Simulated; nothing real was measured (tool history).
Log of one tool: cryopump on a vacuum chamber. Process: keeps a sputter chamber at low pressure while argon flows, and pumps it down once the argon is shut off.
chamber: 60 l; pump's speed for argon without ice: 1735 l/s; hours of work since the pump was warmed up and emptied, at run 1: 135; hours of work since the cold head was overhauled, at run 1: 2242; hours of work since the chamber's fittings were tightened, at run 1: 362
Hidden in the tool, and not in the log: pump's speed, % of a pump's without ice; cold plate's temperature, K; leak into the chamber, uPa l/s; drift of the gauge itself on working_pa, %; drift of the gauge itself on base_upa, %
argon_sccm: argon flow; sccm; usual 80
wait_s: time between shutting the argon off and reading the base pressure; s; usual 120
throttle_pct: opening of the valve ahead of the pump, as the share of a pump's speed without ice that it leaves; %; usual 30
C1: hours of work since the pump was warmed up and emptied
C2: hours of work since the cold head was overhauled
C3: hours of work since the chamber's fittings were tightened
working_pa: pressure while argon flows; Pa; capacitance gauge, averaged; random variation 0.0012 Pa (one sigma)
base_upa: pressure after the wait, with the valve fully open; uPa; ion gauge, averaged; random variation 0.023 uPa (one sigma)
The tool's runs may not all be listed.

Run 1, day 0.000: usual settings; C1 135; C2 2242; C3 362. Result: working_pa 0.2632 Pa, base_upa 0.85 uPa.
Run 2, day 2.488: usual settings; C1 168; C2 2275; C3 396. Result: working_pa 0.2640 Pa, base_upa 0.90 uPa.
Run 3, day 5.562: usual settings; C1 210; C2 2317; C3 437. Result: working_pa 0.2624 Pa, base_upa 0.92 uPa.
Run 4, day 9.354: usual settings; C1 261; C2 2368; C3 488. Result: working_pa 0.2659 Pa, base_upa 0.91 uPa.
Run 5, day 11.900: usual settings but wait_s 90 s; C1 295; C2 2402; C3 522. Result: working_pa 0.2638 Pa, base_upa 1.11 uPa.
Run 6, day 14.129: usual settings but wait_s 90 s; C1 325; C2 2432; C3 552. Result: working_pa 0.2662 Pa, base_upa 1.13 uPa.
Run 7, day 17.092: usual settings but wait_s 90 s; C1 365; C2 2472; C3 592. Result: working_pa 0.2677 Pa, base_upa 1.18 uPa.
Run 8, day 20.483: usual settings but wait_s 90 s; C1 410; C2 2517; C3 638. Result: working_pa 0.2684 Pa, base_upa 1.21 uPa.
Run 9, day 24.338: usual settings but argon_sccm 34 sccm; C1 462; C2 2569; C3 690. Result: working_pa 0.1128 Pa, base_upa 1.03 uPa.
Run 10, day 27.504: usual settings but throttle_pct 56 %; C1 505; C2 2612; C3 732. Result: working_pa 0.1476 Pa, base_upa 1.07 uPa.
Run 11, day 30.833: usual settings but wait_s 33 s, throttle_pct 22 %; C1 549; C2 2656; C3 777. Result: working_pa 0.3659 Pa, base_upa 2.53 uPa.
Run 12, day 32.796: usual settings but wait_s 33 s, throttle_pct 22 %; C1 576; C2 2683; C3 803. Result: working_pa 0.3622 Pa, base_upa 2.49 uPa.
Run 13, day 37.021: usual settings but wait_s 99 s, throttle_pct 22 %; C1 633; C2 2740; C3 860. Result: working_pa 0.3652 Pa, base_upa 1.26 uPa.
Run 14, day 41.242: usual settings but wait_s 99 s, throttle_pct 22 %; C1 689; C2 2796; C3 917. Result: working_pa 0.3626 Pa, base_upa 1.27 uPa.

The next listed run, before its measurement:
Run 15, day 44.525: usual settings but wait_s 99 s, throttle_pct 22 %; C1 733; C2 2840; C3 961. Result: working_pa ?, base_upa ?.

working_pa: 0.3661 Pa
base_upa: 1.33 uPa
Without the tool's hidden state the same run would have given working_pa 0.3542 Pa, base_upa 0.86 uPa.
